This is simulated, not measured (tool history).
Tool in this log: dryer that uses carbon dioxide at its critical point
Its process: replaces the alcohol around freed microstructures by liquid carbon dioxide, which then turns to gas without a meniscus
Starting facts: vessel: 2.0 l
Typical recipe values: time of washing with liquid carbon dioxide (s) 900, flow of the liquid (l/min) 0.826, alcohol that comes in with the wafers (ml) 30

run,hour,time of washing with liquid carbon dioxide (s),flow of the liquid (l/min),alcohol that comes in with the wafers (ml),alcohol left in the vessel before it's heated (ppm by volume)
1,0.0,900,0.826,30,182
2,23.5,900,0.826,30,192
3,44.0,1140,0.826,30,90
4,57.0,1140,0.931,30,51
5,79.6,1140,0.931,30,59
6,106.4,1140,0.931,30,60
7,134.7,900,0.823,30,206
8,156.4,900,0.823,30,206
9,185.8,1080,0.826,30,107
10,204.1,900,0.826,30,210
11,218.8,900,0.826,28,205
12,235.6,1080,0.826,30,120
13,250.8,1080,0.826,30,117
14,274.3,1080,0.826,30,120
15,292.5,1080,0.826,30,120
# hour 302.9: inlet filter changed
16,316.7,1080,0.826,30,87
17,343.7,1080,0.826,30,91
18,370.0,900,0.962,30,102
19,393.4,900,0.826,118,492
20,423.4,900,0.826,30,165
21,439.6,900,1.146,30,67
22,466.9,900,0.826,30,169
23,480.8,900,0.826,43,228
24,500.6,840,0.984,49,172
25,528.3,840,0.984,49,161
26,540.5,840,0.984,49,175
27,556.4,900,0.826,97,436
28,572.1,720,0.826,50,602
29,584.4,1080,0.753,30,153
30,602.5,1080,0.753,30,156
31,617.4,660,1.156,51,224
32,630.2,660,1.156,51,233
33,645.0,660,1.156,51,235
34,661.6,660,1.156,51,241
35,684.1,600,0.826,29,691
36,712.3,600,0.826,29,690
37,737.3,900,0.826,106,535
38,758.3,600,0.826,51,1165
39,772.1,600,0.737,36,1206
40,794.4,1200,0.622,36,251
41,813.8,600,0.553,74,4875
42,835.5,600,0.553,74,5066
43,848.5,600,0.769,74,2105
44,861.1,600,0.769,74,2128
45,880.0,900,0.808,30,246
46,906.5,600,0.519,80,6262

How would selected steps in alcohol left in the vessel before it's heated (ppm by volume) from run to run divide? Give the signed amount a tool lacking its hidden state would still show from settings, what came in and random variation, and the signed amount left for the hidden state, including any gauge scatter that is not in both of the compared results.
The tool's hidden condition here consists of: flow that reaches the vessel past the clogged filter, %; alcohol in the recycled carbon dioxide, ppm; drift of the gauge itself on alcohol_ppm, %.
Run 40 -> 41: time of washing with liquid carbon dioxide (s) 1200 -> 600, flow of the liquid (l/min) 0.622 -> 0.553, alcohol that comes in with the wafers (ml) 36 -> 74. alcohol left in the vessel before it's heated (ppm by volume) +4624: hidden state +471, all else +4153.
Run 42 -> 43: flow of the liquid (l/min) 0.553 -> 0.769. alcohol left in the vessel before it's heated (ppm by volume) -2961: hidden state -231, all else -2730.
Run 44 -> 45: time of washing with liquid carbon dioxide (s) 600 -> 900, flow of the liquid (l/min) 0.769 -> 0.808, alcohol that comes in with the wafers (ml) 74 -> 30. alcohol left in the vessel before it's heated (ppm by volume) -1882: hidden state -288, all else -1594.
Run 45 -> 46: time of washing with liquid carbon dioxide (s) 900 -> 600, flow of the liquid (l/min) 0.808 -> 0.519, alcohol that comes in with the wafers (ml) 30 -> 80. alcohol left in the vessel before it's heated (ppm by volume) +6016: hidden state +674, all else +5342.
